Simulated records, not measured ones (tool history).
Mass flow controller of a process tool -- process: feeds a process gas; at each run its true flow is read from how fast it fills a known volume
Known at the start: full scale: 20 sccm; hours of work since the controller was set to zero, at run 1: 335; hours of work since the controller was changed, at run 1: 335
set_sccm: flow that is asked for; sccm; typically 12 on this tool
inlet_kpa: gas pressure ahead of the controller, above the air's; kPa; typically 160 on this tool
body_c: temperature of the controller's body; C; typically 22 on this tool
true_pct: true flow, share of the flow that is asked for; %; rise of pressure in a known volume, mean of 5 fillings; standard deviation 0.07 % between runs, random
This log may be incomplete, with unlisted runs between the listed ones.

run,hour,set_sccm,inlet_kpa,body_c,hours of work since the controller was set to zero,hours of work since the controller was changed,true_pct
1,0.0,12,160,22,335,335,98.93
2,90.7,12,160,22,375,375,98.75
3,184.7,12,160,22,416,416,98.72
4,270.7,12,160,22,453,453,98.60
5,373.0,7,160,22,498,498,97.97
6,460.2,7,160,22,536,536,98.01
7,565.3,7,160,22,581,581,98.09
8,619.4,15,160,22,605,605,99.34
9,724.4,15,160,22,651,651,99.39
10,802.9,15,160,22,685,685,99.35
11,865.1,12,160,22,712,712,98.91
12,915.7,10,160,22,734,734,98.63
13,1022.2,12,160,22,780,780,98.81
14,1087.7,12,160,22,809,809,98.86
15,1146.9,12,160,33,835,835,99.69
16,1238.9,12,160,33,875,875,99.85
17,1333.1,12,240,33,916,916,99.99
18,1413.8,6,240,39,951,951,99.63
19,1516.0,13,160,28,996,996,99.53
20,1602.1,13,160,28,1033,1033,99.54
21,1657.8,13,187,35,1057,1057,100.24
22,1722.1,13,187,35,1085,1085,100.14
23,1818.6,3,187,21,1127,1127,97.00
24,1895.5,6,251,22,1161,1161,98.22
25,1985.5,6,234,22,1200,1200,98.20
26,2028.9,10,264,30,1219,1219,99.56
27,2072.8,11,146,22,1238,1238,98.66
28,2160.8,17,166,39,1276,1276,100.97
29,2242.5,19,148,28,1312,1312,100.40
30,2286.8,3,207,22,1331,1331,97.10
31,2379.4,7,142,29,1372,1372,98.74
32,2464.3,7,269,33,1409,1409,99.23

Expected results for the next run?
33,2522.7,12,174,21,1434,1434,?

Logged for run 33: true_pct 98.98 %.
Minus the tool's unlogged condition, the same run would have read true_pct 98.57 %.

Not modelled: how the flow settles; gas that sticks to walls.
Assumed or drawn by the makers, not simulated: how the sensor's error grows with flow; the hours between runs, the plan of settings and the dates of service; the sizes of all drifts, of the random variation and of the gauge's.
